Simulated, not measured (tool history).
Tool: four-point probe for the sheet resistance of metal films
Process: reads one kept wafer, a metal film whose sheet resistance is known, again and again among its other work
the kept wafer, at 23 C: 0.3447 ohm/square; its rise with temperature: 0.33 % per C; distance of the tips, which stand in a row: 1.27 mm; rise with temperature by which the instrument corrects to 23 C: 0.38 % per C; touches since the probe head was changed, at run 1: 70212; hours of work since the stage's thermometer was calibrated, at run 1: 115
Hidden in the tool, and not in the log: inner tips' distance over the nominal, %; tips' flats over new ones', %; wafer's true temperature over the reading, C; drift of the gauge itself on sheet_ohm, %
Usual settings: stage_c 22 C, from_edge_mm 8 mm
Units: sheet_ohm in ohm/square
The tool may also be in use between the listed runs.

| run | hour | stage_c | from_edge_mm | touches since the probe head was changed | hours of work since the stage's thermometer was calibrated | sheet_ohm |
|---|---|---|---|---|---|---|
| 1 | 0.0 | 22 | 8 | 70212 | 115 | 0.348114 |
| 2 | 98.2 | 22 | 8 | 72436 | 170 | 0.347931 |
| 3 | 172.5 | 22 | 8 | 74119 | 211 | 0.347979 |
| 4 | 279.9 | 22 | 8 | 76553 | 271 | 0.347917 |
| 5 | 356.2 | 22 | 8 | 78281 | 313 | 0.347873 |
| 6 | 455.2 | 22 | 8 | 80524 | 369 | 0.347924 |
| 7 | 516.2 | 22 | 3 | 81908 | 403 | 0.373226 |
| 8 | 590.0 | 22 | 3 | 83579 | 444 | 0.373304 |
| 9 | 711.0 | 22 | 3 | 86320 | 511 | 0.373175 |
| 10 | 814.5 | 22 | 27 | 88666 | 569 | 0.343626 |
|  | 824.5 | stage's thermometer calibrated |
| 11 | 870.6 | 22 | 27 | 89925 | 26 | 0.343762 |
| 12 | 941.7 | 22 | 27 | 91535 | 65 | 0.343484 |
| 13 | 1001.0 | 22 | 27 | 92879 | 98 | 0.343614 |
| 14 | 1056.9 | 22 | 8 | 94147 | 130 | 0.347949 |
| 15 | 1142.3 | 22 | 8 | 96081 | 177 | 0.347900 |
| 16 | 1201.1 | 32 | 8 | 97414 | 210 | 0.346332 |
| 17 | 1290.8 | 25 | 3 | 99446 | 260 | 0.372530 |
| 18 | 1407.6 | 25 | 3 | 102091 | 325 | 0.372758 |
| 19 | 1484.2 | 25 | 10 | 103826 | 368 | 0.345578 |
|  | 1491.1 | stage's thermometer calibrated, once more |
| 20 | 1537.5 | 26 | 10 | 105023 | 26 | 0.345148 |
| 21 | 1658.6 | 26 | 10 | 107767 | 93 | 0.345064 |
| 22 | 1771.0 | 26 | 10 | 110314 | 156 | 0.344932 |
| 23 | 1890.8 | 26 | 10 | 113026 | 223 | 0.344853 |
| 24 | 1998.1 | 26 | 10 | 115458 | 282 | 0.344957 |
| 25 | 2098.8 | 32 | 5 | 117739 | 339 | 0.352470 |
| 26 | 2204.2 | 26 | 16 | 120128 | 397 | 0.343070 |
| 27 | 2296.0 | 18 | 9 | 122207 | 448 | 0.346951 |
| 28 | 2383.7 | 18 | 9 | 124194 | 497 | 0.346883 |
| 29 | 2454.6 | 19 | 8 | 125801 | 537 | 0.347707 |
|  | 2484.4 | new probe head fitted |
| 30 | 2530.3 | 19 | 8 | 1040 | 578 | 0.349414 |
| 31 | 2597.4 | 19 | 8 | 2561 | 616 | 0.349450 |

4 ways to go on from here, each from the tool as it stands after run 31. What would each give?
| A | 2707.8 | 28 | 8 | 5062 | 677 | ? |
| B | 2707.8 | 32 | 3 | 5062 | 677 | ? |
| C | 2707.8 | 19 | 14 | 5062 | 677 | ? |
| D | 2707.8 | 22 | 7 | 5062 | 677 | ? |

| run | sheet_ohm |
|---|---|
| A | 0.347967 |
| B | 0.372639 |
| C | 0.346450 |
| D | 0.350363 |
Without the tool's hidden state the same runs would have given:
| run | sheet_ohm |
|---|---|
| A | 0.348461 |
| B | 0.373167 |
| C | 0.346933 |
| D | 0.350853 |
